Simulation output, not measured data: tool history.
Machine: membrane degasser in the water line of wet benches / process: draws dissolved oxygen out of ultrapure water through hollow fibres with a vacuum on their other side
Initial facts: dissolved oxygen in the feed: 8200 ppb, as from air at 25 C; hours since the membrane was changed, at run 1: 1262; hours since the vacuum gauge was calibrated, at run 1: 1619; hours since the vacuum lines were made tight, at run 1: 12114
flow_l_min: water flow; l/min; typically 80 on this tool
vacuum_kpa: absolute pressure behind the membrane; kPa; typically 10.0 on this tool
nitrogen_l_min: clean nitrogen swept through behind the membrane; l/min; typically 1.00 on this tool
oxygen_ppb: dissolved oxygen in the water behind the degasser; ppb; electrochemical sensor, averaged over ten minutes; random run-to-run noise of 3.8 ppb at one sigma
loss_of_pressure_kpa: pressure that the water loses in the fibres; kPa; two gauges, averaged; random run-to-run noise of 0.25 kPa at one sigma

run      day  flow_l_min  vacuum_kpa  nitrogen_l_min  hours since the membrane was changed  hours since the vacuum gauge was calibrated  hours since the vacuum lines were made tight  oxygen_ppb  loss_of_pressure_kpa
  1    0.000          80        10.0            1.00                                  1262                                         1619                                         12114       866.8                 67.15
       1.371  -- seals of the vacuum lines changed
  2    9.883          54        10.0            1.00                                  1497                                         1854                                           204       657.1                 45.30
  3   18.662          80        10.0            1.49                                  1708                                         2064                                           415       670.0                 67.49
  4   27.300          80        10.0            1.49                                  1915                                         2272                                           622       667.3                 67.57
  5   31.788          80        10.0            1.49                                  2023                                         2380                                           730       672.6                 67.51
  6   41.058          80        10.0            1.49                                  2245                                         2602                                           953       668.5                 67.79
  7   48.796          80        10.0            1.49                                  2431                                         2788                                          1138       674.9                 67.67
  8   58.012          80        10.0            1.49                                  2652                                         3009                                          1359       667.1                 67.91
  9   66.838          80        10.0            1.49                                  2864                                         3221                                          1571       676.5                 68.30
 10   71.500          80        10.0            1.49                                  2976                                         3333                                          1683       675.7                 67.95
 11   76.150          80        10.0            1.49                                  3088                                         3444                                          1795       674.5                 67.88
 12   84.042          80        15.6            1.49                                  3277                                         3634                                          1984      1141.2                 68.28
 13   93.350          80         9.6            1.49                                  3500                                         3857                                          2207       647.6                 67.34
 14  101.992          80         7.9            1.00                                  3708                                         4064                                          2415       633.9                 67.75
 15  109.812          80         7.9            1.00                                  3896                                         4252                                          2603       634.5                 67.95
 16  114.279          88        10.0            1.00                                  4003                                         4359                                          2710       945.2                 74.97
 17  123.679          80        13.1            0.59                                  4228                                         4585                                          2935      1640.0                 68.20
 18  128.954          80        13.1            0.59                                  4355                                         4711                                          3062      1645.4                 68.22
 19  138.388          91        21.3            1.84                                  4581                                         4938                                          3288      1519.8                 77.31
 20  144.517         102        18.8            0.74                                  4728                                         5085                                          3435      2429.4                 86.78
 21  152.733          80        11.5            1.00                                  4926                                         5282                                          3633      1050.9                 68.12
 22  160.879          80        10.0            0.72                                  5121                                         5478                                          3828      1077.3                 68.47
 23  167.192          80        12.8            0.72                                  5273                                         5629                                          3980      1437.3                 68.62
 24  175.242          80        12.8            0.72                                  5466                                         5822                                          4173      1437.0                 68.34
 25  179.908          80        12.8            0.72                                  5578                                         5934                                          4285      1439.4                 68.20
 26  185.662          80        12.8            0.72                                  5716                                         6073                                          4423      1451.5                 68.26
 27  192.650          80         8.5            0.52                                  5884                                         6240                                          4591      1029.5                 68.07
 28  198.704          59         8.2            0.41                                  6029                                         6385                                          4736       926.6                 50.36
 29  207.333          80        10.0            1.14                                  6236                                         6593                                          4943       816.4                 68.81
 30  217.171          64         8.4            0.44                                  6472                                         6829                                          5179       965.1                 55.21
 31  221.988          56        11.9            0.48                                  6588                                         6944                                          5295      1355.7                 47.80
 32  226.279          56        11.9            0.48                                  6691                                         7047                                          5398      1348.6                 48.02

Below are 3 alternative next runs, each starting from the tool's condition after run 32. Predict each:
  A  235.138          62        20.5            1.58                                  6903                                         7260                                          5610           ?                     ?
  B  235.138          56        20.6            0.48                                  6903                                         7260                                          5610           ?                     ?
  C  235.138          80        13.1            1.00                                  6903                                         7260                                          5610           ?                     ?

run  oxygen_ppb  loss_of_pressure_kpa
  A      1222.4                 53.71
  B      2406.8                 48.19
  C      1226.5                 68.50
Without the tool's unlogged condition, the same runs would have read:
run  oxygen_ppb  loss_of_pressure_kpa
  A      1204.0                 52.41
  B      2391.5                 47.02
  C      1199.2                 66.84
